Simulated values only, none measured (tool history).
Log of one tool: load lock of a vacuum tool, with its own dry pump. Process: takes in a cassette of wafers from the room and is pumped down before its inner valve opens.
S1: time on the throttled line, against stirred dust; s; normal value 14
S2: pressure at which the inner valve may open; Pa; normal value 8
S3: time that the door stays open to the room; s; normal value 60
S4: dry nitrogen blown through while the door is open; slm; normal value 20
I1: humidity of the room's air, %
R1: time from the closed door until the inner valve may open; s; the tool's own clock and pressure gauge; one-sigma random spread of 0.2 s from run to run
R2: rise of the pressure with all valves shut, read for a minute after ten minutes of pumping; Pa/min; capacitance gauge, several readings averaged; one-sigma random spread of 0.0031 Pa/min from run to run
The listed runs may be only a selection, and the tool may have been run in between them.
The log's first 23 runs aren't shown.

{"run": 24, "hour": 2020.5, "S1": 14, "S2": 9, "S3": 96, "S4": 20, "I1": 44.2, "R1": 27.4, "R2": 0.165}
{"run": 25, "hour": 2132.9, "S1": 14, "S2": 11, "S3": 96, "S4": 11, "I1": 42.8, "R1": 26.8, "R2": 0.174}
{"run": 26, "hour": 2222.4, "S1": 9, "S2": 8, "S3": 38, "S4": 20, "I1": 46.9, "R1": 23.9, "R2": 0.157}
{"run": 27, "hour": 2311.8, "S1": 9, "S2": 6, "S3": 95, "S4": 11, "I1": 43.1, "R1": 24.5, "R2": 0.174}
{"run": 28, "hour": 2388.7, "S1": 16, "S2": 9, "S3": 203, "S4": 20, "I1": 44.3, "R1": 28.8, "R2": 0.185}
{"run": 29, "hour": 2452.7, "S1": 16, "S2": 9, "S3": 203, "S4": 20, "I1": 45.5, "R1": 29.1, "R2": 0.19}
{"run": 30, "hour": 2505.5, "S1": 9, "S2": 8, "S3": 199, "S4": 7, "I1": 47, "R1": 24, "R2": 0.225}
{"run": 31, "hour": 2585.9, "S1": 9, "S2": 8, "S3": 87, "S4": 12, "I1": 42.2, "R1": 23.9, "R2": 0.181}
{"run": 32, "hour": 2704.7, "S1": 9, "S2": 8, "S3": 87, "S4": 12, "I1": 48.2, "R1": 24.1, "R2": 0.196}
{"run": 33, "hour": 2773.2, "S1": 15, "S2": 8, "S3": 43, "S4": 20, "I1": 49.4, "R1": 28.6, "R2": 0.175}
{"run": 34, "hour": 2895.6, "S1": 15, "S2": 8, "S3": 43, "S4": 20, "I1": 43.4, "R1": 28.9, "R2": 0.175}
{"run": 35, "hour": 3007.5, "S1": 15, "S2": 8, "S3": 43, "S4": 20, "I1": 45.4, "R1": 28.3, "R2": 0.176}
{"run": 36, "hour": 3112.3, "S1": 22, "S2": 7, "S3": 60, "S4": 44, "I1": 44.8, "R1": 34.5, "R2": 0.167}
{"hour": 3187.0, "done": "door's seal changed, seat wiped"}
{"run": 37, "hour": 3191.7, "S1": 26, "S2": 8, "S3": 230, "S4": 10, "I1": 41.7, "R1": 37.1, "R2": 0.103}

Below are 3 alternative next runs, each starting from the tool's condition after run 37. Predict each:
{"run": "A", "hour": 3291.6, "S1": 9, "S2": 8, "S3": 60, "S4": 20, "I1": 47.5, "R1": "?", "R2": "?"}
{"run": "B", "hour": 3291.6, "S1": 26, "S2": 8, "S3": 230, "S4": 9, "I1": 45.3, "R1": "?", "R2": "?"}
{"run": "C", "hour": 3291.6, "S1": 16, "S2": 8, "S3": 230, "S4": 10, "I1": 46.8, "R1": "?", "R2": "?"}

run=A R1=24.6 R2=0.065
run=B R1=37.2 R2=0.118
run=C R1=29.3 R2=0.117
The same runs, with their run-to-run variation unchanged, on a tool lacking any hidden condition would have given:
run=A R1=22.9 R2=0.062
run=B R1=36 R2=0.114
run=C R1=27.8 R2=0.113
